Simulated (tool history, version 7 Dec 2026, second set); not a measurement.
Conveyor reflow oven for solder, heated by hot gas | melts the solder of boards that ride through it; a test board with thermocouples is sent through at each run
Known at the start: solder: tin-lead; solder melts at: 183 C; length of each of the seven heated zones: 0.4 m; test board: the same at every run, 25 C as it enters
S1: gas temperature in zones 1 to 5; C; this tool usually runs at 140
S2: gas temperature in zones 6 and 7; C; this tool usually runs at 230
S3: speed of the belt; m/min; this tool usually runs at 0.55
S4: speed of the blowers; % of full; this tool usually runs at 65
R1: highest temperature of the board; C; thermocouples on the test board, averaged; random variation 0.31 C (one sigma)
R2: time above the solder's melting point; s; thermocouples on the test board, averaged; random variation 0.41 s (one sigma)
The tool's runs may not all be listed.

{"run": 1, "day": 0.0, "S1": 140, "S2": 230, "S3": 0.55, "S4": 65, "R1": 213.8, "R2": 63.5}
{"run": 2, "day": 2.854, "S1": 126, "S2": 230, "S3": 0.55, "S4": 65, "R1": 211.4, "R2": 55.2}
{"run": 3, "day": 4.696, "S1": 126, "S2": 230, "S3": 0.655, "S4": 65, "R1": 204.2, "R2": 37.3}
{"day": 6.533, "done": "flux residue cleaned out of gas plates and filters"}
{"run": 4, "day": 7.879, "S1": 126, "S2": 230, "S3": 0.655, "S4": 89, "R1": 208.3, "R2": 43.3}
{"run": 5, "day": 10.438, "S1": 126, "S2": 230, "S3": 0.655, "S4": 89, "R1": 208.1, "R2": 43}
{"run": 6, "day": 12.258, "S1": 126, "S2": 230, "S3": 0.655, "S4": 89, "R1": 207.9, "R2": 42.6}
{"run": 7, "day": 13.712, "S1": 134, "S2": 243, "S3": 0.482, "S4": 58, "R1": 225.9, "R2": 81.6}
{"run": 8, "day": 17.079, "S1": 134, "S2": 243, "S3": 0.482, "S4": 58, "R1": 226.4, "R2": 82}
{"run": 9, "day": 18.788, "S1": 140, "S2": 230, "S3": 0.564, "S4": 60, "R1": 211.3, "R2": 57.9}
{"day": 21.342, "done": "flux residue cleaned out of gas plates and filters, once more"}
{"run": 10, "day": 21.342, "S1": 140, "S2": 230, "S3": 0.564, "S4": 60, "R1": 213.2, "R2": 60.5}
{"run": 11, "day": 23.742, "S1": 133, "S2": 230, "S3": 0.55, "S4": 65, "R1": 213.7, "R2": 61}
{"run": 12, "day": 26.412, "S1": 133, "S2": 230, "S3": 0.622, "S4": 64, "R1": 208.8, "R2": 48}

5 options for the next run, each taken on its own from the tool as it stands now. Forecast them:
{"run": "A", "day": 29.508, "S1": 140, "S2": 230, "S3": 0.556, "S4": 87, "R1": "?", "R2": "?"}
{"run": "B", "day": 29.508, "S1": 129, "S2": 230, "S3": 0.55, "S4": 65, "R1": "?", "R2": "?"}
{"run": "C", "day": 29.508, "S1": 139, "S2": 230, "S3": 0.589, "S4": 54, "R1": "?", "R2": "?"}
{"run": "D", "day": 29.508, "S1": 146, "S2": 230, "S3": 0.622, "S4": 64, "R1": "?", "R2": "?"}
{"run": "E", "day": 29.508, "S1": 136, "S2": 241, "S3": 0.55, "S4": 87, "R1": "?", "R2": "?"}

run=A R1=218.6 R2=68.8
run=B R1=212.7 R2=57.8
run=C R1=210.2 R2=53.4
run=D R1=211.5 R2=55.7
run=E R1=228 R2=73.4
The same runs, with their run-to-run variation unchanged, on a tool lacking any hidden condition would have given:
run=A R1=218.4 R2=68.2
run=B R1=212.5 R2=57.2
run=C R1=210 R2=52.7
run=D R1=211.3 R2=55.2
run=E R1=227.9 R2=72.8

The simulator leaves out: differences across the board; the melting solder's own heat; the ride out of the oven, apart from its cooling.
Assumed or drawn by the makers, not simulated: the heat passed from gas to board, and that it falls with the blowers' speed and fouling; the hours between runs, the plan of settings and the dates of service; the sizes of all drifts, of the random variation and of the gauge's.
